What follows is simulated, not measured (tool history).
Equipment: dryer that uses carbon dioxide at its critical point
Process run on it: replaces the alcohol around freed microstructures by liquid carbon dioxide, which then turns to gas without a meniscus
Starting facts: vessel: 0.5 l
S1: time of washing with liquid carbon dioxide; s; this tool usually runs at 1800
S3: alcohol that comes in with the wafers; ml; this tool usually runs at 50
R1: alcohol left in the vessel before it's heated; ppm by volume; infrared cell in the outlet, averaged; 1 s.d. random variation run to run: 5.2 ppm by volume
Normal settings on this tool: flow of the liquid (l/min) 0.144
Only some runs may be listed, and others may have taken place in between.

Run 1, day 0: usual settings. Result: R1 258 ppm by volume.
Run 2, day 0.929: usual settings. Result: R1 257 ppm by volume.
Run 3, day 2.029: usual settings. Result: R1 280 ppm by volume.
Run 4, day 3.579: usual settings. Result: R1 268 ppm by volume.
At day 4.546: inlet filter changed.
Run 5, day 4.842: usual settings. Result: R1 225 ppm by volume.
Run 6, day 5.904: usual settings but S1 1560 s. Result: R1 371 ppm by volume.
Run 7, day 7.579: usual settings but S1 1560 s. Result: R1 390 ppm by volume.
Run 8, day 9.046: usual settings but S1 1560 s. Result: R1 421 ppm by volume.
Run 9, day 10.879: usual settings but S1 1560 s. Result: R1 403 ppm by volume.
Run 10, day 12.358: usual settings but S1 1140 s. Result: R1 1527 ppm by volume.
Run 11, day 13.229: usual settings but S1 2220 s. Result: R1 159 ppm by volume.
Run 12, day 14.242: usual settings but S1 2220 s. Result: R1 166 ppm by volume.
Run 13, day 15.183: usual settings but S1 2220 s. Result: R1 161 ppm by volume.
Run 14, day 17.129: usual settings. Result: R1 267 ppm by volume.
Run 15, day 18.842: usual settings. Result: R1 286 ppm by volume.
Run 16, day 20.275: usual settings. Result: R1 285 ppm by volume.
Run 17, day 21.7: usual settings. Result: R1 307 ppm by volume.
Run 18, day 22.979: usual settings. Result: R1 297 ppm by volume.
Run 19, day 23.804: usual settings. Result: R1 301 ppm by volume.
Run 20, day 25.467: usual settings. Result: R1 325 ppm by volume.
Run 21, day 27.054: usual settings. Result: R1 321 ppm by volume.
At day 28.479: inlet filter changed.
Run 22, day 28.717: usual settings. Result: R1 279 ppm by volume.
Run 23, day 29.962: usual settings. Result: R1 274 ppm by volume.
Run 24, day 31.338: usual settings. Result: R1 278 ppm by volume.
Run 25, day 32.204: usual settings. Result: R1 290 ppm by volume.

Estimate the outcome of run 26 from the log above:
Run 26, day 33.5: usual settings but flow of the liquid (l/min) 0.088. Result: R1 ?.

{"run 26": {"R1": 1697}}
Take away the tool's hidden state, keep the run-to-run variation as it was, and the same run would have given R1 1378 ppm by volume.

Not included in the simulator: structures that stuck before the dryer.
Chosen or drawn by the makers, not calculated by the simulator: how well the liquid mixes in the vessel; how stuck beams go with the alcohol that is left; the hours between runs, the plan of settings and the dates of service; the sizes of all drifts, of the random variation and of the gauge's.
